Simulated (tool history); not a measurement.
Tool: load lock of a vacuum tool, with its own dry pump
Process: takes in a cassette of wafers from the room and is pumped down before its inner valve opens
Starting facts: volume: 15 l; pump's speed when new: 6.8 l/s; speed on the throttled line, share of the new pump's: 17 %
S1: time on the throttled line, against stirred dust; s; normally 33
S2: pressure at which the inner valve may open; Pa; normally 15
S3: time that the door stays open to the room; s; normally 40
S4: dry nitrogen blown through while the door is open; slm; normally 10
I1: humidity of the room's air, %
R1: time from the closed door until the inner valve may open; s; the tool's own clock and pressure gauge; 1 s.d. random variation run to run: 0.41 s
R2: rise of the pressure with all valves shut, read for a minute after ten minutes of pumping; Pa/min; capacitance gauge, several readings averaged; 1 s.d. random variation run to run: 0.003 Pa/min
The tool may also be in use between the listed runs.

run,hour,S1,S2,S3,S4,I1,R1,R2
1,0,33,15,40,10,43.6,47.1,0.112
2,48.4,33,15,40,10,42,47.4,0.113
3,101.1,33,15,40,10,47.8,46.3,0.113
4,181.7,33,15,40,10,43.2,46.7,0.114
5,279.9,33,15,40,10,43.8,47.1,0.118
6,339.3,33,15,40,10,44.3,46.6,0.124
7,410.2,33,15,40,10,43.8,47.1,0.126
8,451.7,33,15,40,10,45.8,47.1,0.13
9,498.2,33,15,179,10,43.8,47.3,0.162
10,544.4,35,15,179,10,44.8,48.3,0.169
11,620.9,33,15,40,10,45.9,46.7,0.135
12,697.5,33,15,45,10,44.2,46.8,0.144
13,769.8,33,15,40,10,47.5,46.2,0.143
14,827.4,33,25,40,10,46.4,45.1,0.142
15,920.5,46,15,40,10,46,57.8,0.145
16,975.4,55,15,40,10,46.8,64.8,0.15
17,1016.9,55,18,131,10,43,65.1,0.169
18,1059.2,55,18,131,10,43.2,64.9,0.178
19,1099.8,55,18,131,10,43.6,65.3,0.176

Forecast run 20:
20,1194.5,57,21,85,32,42.6,?,?

Run 20 yielded R1 65.6 s, R2 0.148 Pa/min.
Were there no unlogged condition in the tool, this run, its random variation unchanged, would have produced R1 65.5 s, R2 0.032 Pa/min.

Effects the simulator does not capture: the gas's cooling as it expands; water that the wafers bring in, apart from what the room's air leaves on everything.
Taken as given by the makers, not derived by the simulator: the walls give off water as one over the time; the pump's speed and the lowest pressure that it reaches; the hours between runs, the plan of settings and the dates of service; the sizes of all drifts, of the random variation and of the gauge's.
